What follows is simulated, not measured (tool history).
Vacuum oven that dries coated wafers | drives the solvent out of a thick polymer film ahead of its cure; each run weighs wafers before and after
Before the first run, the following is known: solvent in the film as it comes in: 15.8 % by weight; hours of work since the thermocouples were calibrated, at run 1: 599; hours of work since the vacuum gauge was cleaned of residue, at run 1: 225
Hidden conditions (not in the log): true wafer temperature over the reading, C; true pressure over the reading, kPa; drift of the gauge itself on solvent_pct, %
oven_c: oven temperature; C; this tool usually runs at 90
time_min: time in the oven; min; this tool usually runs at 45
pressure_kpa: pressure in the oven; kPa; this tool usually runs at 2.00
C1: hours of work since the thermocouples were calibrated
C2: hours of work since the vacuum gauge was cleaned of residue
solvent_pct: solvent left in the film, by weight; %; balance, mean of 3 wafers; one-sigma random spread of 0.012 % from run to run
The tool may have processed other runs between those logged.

run 1 hour=0.0 | oven_c=90 time_min=45 pressure_kpa=2.00 | C1=599 C2=225 | solvent_pct=2.63
run 2 hour=51.8 | oven_c=90 time_min=45 pressure_kpa=2.00 | C1=640 C2=266 | solvent_pct=2.62
run 3 hour=115.2 | oven_c=90 time_min=45 pressure_kpa=2.00 | C1=690 C2=317 | solvent_pct=2.60
run 4 hour=145.7 | oven_c=90 time_min=45 pressure_kpa=2.00 | C1=714 C2=341 | solvent_pct=2.60
run 5 hour=201.3 | oven_c=90 time_min=45 pressure_kpa=2.00 | C1=758 C2=385 | solvent_pct=2.59
run 6 hour=266.9 | oven_c=90 time_min=45 pressure_kpa=2.00 | C1=810 C2=436 | solvent_pct=2.58
run 7 hour=316.0 | oven_c=90 time_min=45 pressure_kpa=2.00 | C1=848 C2=475 | solvent_pct=2.60
run 8 hour=363.0 | oven_c=90 time_min=45 pressure_kpa=2.00 | C1=886 C2=512 | solvent_pct=2.59
run 9 hour=394.1 | oven_c=90 time_min=45 pressure_kpa=2.00 | C1=910 C2=537 | solvent_pct=2.60
run 10 hour=464.6 | oven_c=91 time_min=26 pressure_kpa=1.42 | C1=966 C2=593 | solvent_pct=3.72
run 11 hour=522.0 | oven_c=93 time_min=32 pressure_kpa=5.33 | C1=1011 C2=638 | solvent_pct=4.75
run 12 hour=567.9 | oven_c=101 time_min=29 pressure_kpa=2.65 | C1=1048 C2=674 | solvent_pct=1.71
run 13 hour=625.3 | oven_c=91 time_min=32 pressure_kpa=2.66 | C1=1093 C2=720 | solvent_pct=3.72
run 14 hour=663.9 | oven_c=76 time_min=45 pressure_kpa=1.14 | C1=1123 C2=750 | solvent_pct=6.65
run 15 hour=734.0 | oven_c=90 time_min=23 pressure_kpa=2.00 | C1=1179 C2=806 | solvent_pct=4.85
run 16 hour=789.5 | oven_c=76 time_min=45 pressure_kpa=3.77 | C1=1223 C2=849 | solvent_pct=8.81
run 17 hour=840.4 | oven_c=76 time_min=53 pressure_kpa=7.87 | C1=1263 C2=890 | solvent_pct=11.87

Consider 5 possible next runs. They are alternatives, not a sequence: every one starts from the tool as it was left by run 17. What does each give?
run A hour=899.5 | oven_c=77 time_min=25 pressure_kpa=7.87 | C1=1310 C2=936 | solvent_pct=?
run B hour=899.5 | oven_c=76 time_min=67 pressure_kpa=4.15 | C1=1310 C2=936 | solvent_pct=?
run C hour=899.5 | oven_c=98 time_min=33 pressure_kpa=2.00 | C1=1310 C2=936 | solvent_pct=?
run D hour=899.5 | oven_c=76 time_min=39 pressure_kpa=6.34 | C1=1310 C2=936 | solvent_pct=?
run E hour=899.5 | oven_c=98 time_min=47 pressure_kpa=1.29 | C1=1310 C2=936 | solvent_pct=?

run=A solvent_pct=12.74
run=B solvent_pct=7.86
run=C solvent_pct=1.61
run=D solvent_pct=11.15
run=E solvent_pct=0.87
Without the tool's unlogged condition, the same runs would have read:
run=A solvent_pct=13.00
run=B solvent_pct=8.18
run=C solvent_pct=1.72
run=D solvent_pct=11.44
run=E solvent_pct=0.88
